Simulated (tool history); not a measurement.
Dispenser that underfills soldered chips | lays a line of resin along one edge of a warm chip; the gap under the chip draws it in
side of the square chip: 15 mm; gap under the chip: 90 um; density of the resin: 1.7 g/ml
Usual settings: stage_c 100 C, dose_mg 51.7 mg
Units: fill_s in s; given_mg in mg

Run 1, hour 0.0: usual settings. Result: fill_s 331.6 s, given_mg 51.32 mg.
At hour 3.9: new syringe of resin.
Run 2, hour 10.9: usual settings but dose_mg 47.0 mg. Result: fill_s 334.6 s, given_mg 46.56 mg.
At hour 15.5: new syringe of resin.
Run 3, hour 22.6: usual settings. Result: fill_s 327.3 s, given_mg 50.96 mg.
At hour 26.7: new syringe of resin.
Run 4, hour 29.7: usual settings. Result: fill_s 268.4 s, given_mg 50.92 mg.
At hour 37.9: new syringe of resin.
Run 5, hour 45.7: usual settings. Result: fill_s 339.3 s, given_mg 50.77 mg.
At hour 49.0: new syringe of resin.
Run 6, hour 56.0: usual settings. Result: fill_s 331.8 s, given_mg 50.50 mg.
At hour 58.6: dispensing valve cleaned and set on the balance.
At hour 61.3: new syringe of resin.
Run 7, hour 65.2: usual settings. Result: fill_s 281.0 s, given_mg 51.70 mg.
At hour 72.7: new syringe of resin.
Run 8, hour 77.8: usual settings. Result: fill_s 293.2 s, given_mg 51.47 mg.
At hour 84.0: new syringe of resin.
Run 9, hour 87.2: usual settings. Result: fill_s 267.7 s, given_mg 51.29 mg.
At hour 95.0: new syringe of resin.
Run 10, hour 96.4: usual settings but stage_c 98 C, dose_mg 50.8 mg. Result: fill_s 282.6 s, given_mg 50.39 mg.
At hour 106.1: new syringe of resin.
Run 11, hour 112.2: usual settings but stage_c 89 C, dose_mg 54.3 mg. Result: fill_s 454.3 s, given_mg 53.55 mg.
At hour 117.7: new syringe of resin.
Run 12, hour 126.4: usual settings but stage_c 89 C, dose_mg 54.3 mg. Result: fill_s 521.6 s, given_mg 53.36 mg.
At hour 129.5: new syringe of resin.
Run 13, hour 135.0: usual settings but stage_c 114 C, dose_mg 65.6 mg. Result: fill_s 187.8 s, given_mg 64.49 mg.
At hour 140.4: new syringe of resin.
Run 14, hour 147.5: usual settings but stage_c 113 C, dose_mg 64.3 mg. Result: fill_s 208.4 s, given_mg 62.80 mg.
At hour 151.7: dispensing valve cleaned and set on the balance.
At hour 153.5: new syringe of resin.
Run 15, hour 155.8: usual settings but stage_c 89 C, dose_mg 64.3 mg. Result: fill_s 383.4 s, given_mg 64.11 mg.

Forecast each of these 3 alternatives for the next run:
At hour 164.7: new syringe of resin.
Run A, hour 171.3: usual settings but stage_c 110 C, dose_mg 64.3 mg. Result: fill_s ?, given_mg ?.
At hour 164.7: new syringe of resin.
Run B, hour 171.3: usual settings but stage_c 111 C. Result: fill_s ?, given_mg ?.
At hour 164.7: new syringe of resin.
Run C, hour 171.3: usual settings but stage_c 108 C, dose_mg 66.1 mg. Result: fill_s ?, given_mg ?.

run  fill_s  given_mg
  A   219.2     64.18
  B   219.6     51.45
  C   239.9     65.94
Without the tool's hidden state the same runs would have given:
run  fill_s  given_mg
  A   168.3     64.48
  B   168.7     51.69
  C   184.6     66.25

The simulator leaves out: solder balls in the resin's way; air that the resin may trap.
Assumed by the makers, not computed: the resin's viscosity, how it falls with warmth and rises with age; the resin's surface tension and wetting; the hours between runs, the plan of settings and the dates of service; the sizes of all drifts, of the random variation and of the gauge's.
